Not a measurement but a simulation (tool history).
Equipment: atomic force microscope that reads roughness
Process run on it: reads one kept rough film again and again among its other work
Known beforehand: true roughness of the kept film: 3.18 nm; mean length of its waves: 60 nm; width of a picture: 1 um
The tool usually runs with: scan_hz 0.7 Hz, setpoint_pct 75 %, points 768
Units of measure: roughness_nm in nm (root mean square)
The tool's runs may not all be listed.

run,day,scan_hz,setpoint_pct,points,roughness_nm
1,0,0.7,75,768,2.896
2,1.146,1.799,75,768,2.659
3,2.083,1.799,75,950,2.664
4,2.812,1.799,75,950,2.636
5,3.612,0.7,75,768,2.882
6,4.838,0.7,75,781,2.881
7,5.908,0.7,75,781,2.898
8,6.846,0.7,75,781,2.879
9,7.671,0.7,75,768,2.902
10,8.208,1.387,75,768,2.727
11,9.071,1.387,75,768,2.737
12,9.617,0.7,75,768,2.899
13,10.296,0.7,75,768,2.905
14,11.188,0.7,75,768,2.907
15,11.921,0.7,75,768,2.89
16,12.679,0.7,75,768,2.892
17,13.675,0.907,75,768,2.824
18,14.638,0.907,75,768,2.838
19,15.758,0.907,75,768,2.835
20,16.692,0.907,75,768,2.829
21,17.962,0.907,75,768,2.838
22,19.204,0.7,58,768,3.004
23,20.083,0.922,75,768,2.835
24,21.296,0.676,88,480,2.755
25,21.821,3.284,63,768,2.682
26,22.896,3.284,63,768,2.694
27,23.579,1.16,78,766,2.76
28,24.683,0.7,60,606,3
29,26,0.7,60,606,2.972
30,26.7,0.543,60,789,3.018
31,27.967,2.646,75,768,2.494
32,29.096,0.814,56,462,3.006
33,30.158,1.493,73,867,2.746
34,31.071,1.437,73,867,2.765
35,31.783,3.472,66,592,2.591
36,32.904,2.175,66,395,2.759
37,33.746,3.217,76,395,2.36
38,34.712,0.7,86,579,2.775
39,35.233,0.7,86,579,2.775
40,35.829,0.7,86,579,2.789
41,36.504,0.7,86,579,2.793
42,37.579,0.904,75,768,2.835
43,38.712,0.904,75,768,2.83
44,39.842,1.006,56,468,2.98

Put back what was entered between runs (6 entries, withheld): which listed runs does each sit between, and how does the hidden state differ from the listed run before to the listed run after?
Between runs 5 and 6: new tip fitted (day 4.421)
  radius of the tip, nm: 10.4 -> 10
Between runs 14 and 15: new tip fitted (day 11.442)
  radius of the tip, nm: 10.4 -> 10.1
Between runs 21 and 22: new tip fitted (day 18.496)
  radius of the tip, nm: 10.4 -> 10.1
Between runs 28 and 29: new tip fitted (day 25.612)
  radius of the tip, nm: 10.4 -> 10; height scale over the true one, %: -0.02 -> -0.03
Between runs 35 and 36: new tip fitted (day 32.671)
  radius of the tip, nm: 10.4 -> 10
Between runs 43 and 44: new tip fitted (day 39.679)
  radius of the tip, nm: 10.4 -> 10
